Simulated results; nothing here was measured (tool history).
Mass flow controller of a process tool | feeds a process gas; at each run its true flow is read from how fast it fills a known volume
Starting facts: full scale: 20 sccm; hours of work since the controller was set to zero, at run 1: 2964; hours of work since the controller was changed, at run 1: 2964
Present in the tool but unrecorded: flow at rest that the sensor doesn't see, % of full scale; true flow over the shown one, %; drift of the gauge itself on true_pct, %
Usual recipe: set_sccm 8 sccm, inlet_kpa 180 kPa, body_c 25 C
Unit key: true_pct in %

run      day  set_sccm  inlet_kpa  body_c  hours of work since the controller was set to zero  hours of work since the controller was changed  true_pct
  1        0         8        180      25                                                2964                                            2964      95.5
  2   18.088         8        180      25                                                3264                                            3264     95.25
  3   37.212         8        180      25                                                3581                                            3581     95.01
  4   55.917         8        180      25                                                3891                                            3891     94.71
  5   71.033         8        180      25                                                4141                                            4141     94.47
  6   81.096         8        180      25                                                4308                                            4308     94.41
  7   98.367         8        180      25                                                4594                                            4594     94.25
  8  114.025         8        184      25                                                4854                                            4854     93.88
  9  127.888         2        180      25                                                5083                                            5083        82
 10  136.292         2        180      25                                                5222                                            5222     81.66
 11  146.688         2        180      25                                                5395                                            5395     81.12
     163.204  -- controller's zero set anew
 12  164.696         2        180      25                                                  25                                            5693     95.68
 13  183.425         2        180      25                                                 335                                            6003     94.88
 14  198.471        12        171      29                                                 584                                            6252     97.97
 15  212.025        11        180      25                                                 809                                            6477     97.07
 16   228.15        13        265      20                                                1076                                            6744     96.13
 17  238.954        13        265      20                                                1255                                            6923     96.13
 18  247.717        13        265      20                                                1400                                            7068     95.93
 19  259.125         5        239      30                                                1589                                            7257     94.61

Here are 5 independent what-if runs from the current tool condition. What would each one return?
  A  274.821         8        180      24                                                1849                                            7517         ?
  B  274.821         8        257      25                                                1849                                            7517         ?
  C  274.821         3        168      33                                                1849                                            7517         ?
  D  274.821        14        239      30                                                1849                                            7517         ?
  E  274.821        14        161      25                                                1849                                            7517         ?

run  true_pct
  A     95.44
  B     95.01
  C     93.54
  D     97.17
  E     97.22
Without the tool's hidden state the same runs would have given:
run  true_pct
  A     98.06
  B     97.62
  C     98.35
  D     99.22
  E     99.27
